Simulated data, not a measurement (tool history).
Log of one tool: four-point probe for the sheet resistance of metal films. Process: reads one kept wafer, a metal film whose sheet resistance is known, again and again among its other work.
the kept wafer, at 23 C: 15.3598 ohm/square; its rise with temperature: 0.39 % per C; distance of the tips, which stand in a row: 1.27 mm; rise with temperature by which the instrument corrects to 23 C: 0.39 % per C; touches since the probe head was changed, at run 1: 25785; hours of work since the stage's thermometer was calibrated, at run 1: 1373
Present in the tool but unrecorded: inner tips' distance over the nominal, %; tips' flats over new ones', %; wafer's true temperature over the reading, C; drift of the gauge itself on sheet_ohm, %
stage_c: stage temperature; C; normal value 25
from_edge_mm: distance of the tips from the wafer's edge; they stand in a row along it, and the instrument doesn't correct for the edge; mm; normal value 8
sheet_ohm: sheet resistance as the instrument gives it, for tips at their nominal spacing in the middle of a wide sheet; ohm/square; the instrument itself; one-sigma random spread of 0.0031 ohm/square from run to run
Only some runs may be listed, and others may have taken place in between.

run    hour  stage_c  from_edge_mm  touches since the probe head was changed  hours of work since the stage's thermometer was calibrated  sheet_ohm
  1       0       25             8                                     25785                                                        1373  15.671612
  2    63.4       30             8                                     27837                                                        1399    15.6793
  3   145.4       30             8                                     30489                                                        1434   15.68375
  4   225.6       27             8                                     33081                                                        1468  15.685836
  5   312.6       27             8                                     35895                                                        1504  15.701787
  6   370.8       28             8                                     37775                                                        1529  15.697141
  7   411.2       22             8                                     39084                                                        1546  15.706522
  8     489       25            46                                     41600                                                        1578  15.509813
  9   564.3       25             8                                     44034                                                        1610  15.716644
 10   608.2       25             8                                     45453                                                        1629  15.722008
 11   646.6       25             8                                     46695                                                        1645  15.723298
 12   719.9       25             8                                     49065                                                        1676  15.728368
 13   766.8       25             8                                     50582                                                        1695   15.72689
 14   825.3       33             8                                     52475                                                        1720  15.741321
 15   875.3       25             8                                     54092                                                        1741  15.740858
 16   969.6       23             8                                     57140                                                        1781  15.748752
 17  1036.2       31             8                                     59295                                                        1809  15.756618
 18  1100.4       31             8                                     61369                                                        1836   15.76103
 19  1151.1       18            24                                     63011                                                        1857  15.579986
 20  1244.6       22            14                                     66034                                                        1896  15.630849
 21  1323.9       22            34                                     68599                                                        1930  15.585837
 22  1412.1       29             8                                     71452                                                        1967  15.785751
 23  1457.3       33            27                                     72912                                                        1986  15.606805
 24  1538.3       33            27                                     75531                                                        2020  15.610215
 25  1599.8       21            12                                     77520                                                        2046  15.687776
 26  1662.7       21            12                                     79556                                                        2072  15.692724
 27  1745.4       19            22                                     82229                                                        2107  15.627066
 28  1799.7       20            14                                     83986                                                        2130  15.674712
     1826.3  -- new probe head fitted
 29    1889       19            48                                      2027                                                        2167   15.31617
 30  1979.5       30             4                                      4955                                                        2205  16.104822
 31  2037.2       30             4                                      6819                                                        2229  16.112011
 32  2126.7       30             4                                      9713                                                        2267  16.118748
 33  2206.6       30             4                                     12298                                                        2301  16.131329
 34  2259.9       29            26                                     14024                                                        2323  15.367363
     2273.7  -- stage's thermometer calibrated
 35  2305.8       21            26                                     15489                                                          13  15.342248
 36  2374.6       25            14                                     17715                                                          42  15.396733

Forecast each of these 4 alternatives for the next run:
  A  2463.8       22             5                                     20600                                                          80          ?
  B  2463.8       20             4                                     20600                                                          80          ?
  C  2463.8       22            44                                     20600                                                          80          ?
  D  2463.8       19            43                                     20600                                                          80          ?

run  sheet_ohm
  A  15.850996
  B  16.125991
  C  15.338537
  D  15.342229
With the hidden condition removed and each run's random variation left untouched, the same runs would have given:
run  sheet_ohm
  A  15.873919
  B  16.149281
  C  15.360776
  D   15.36448
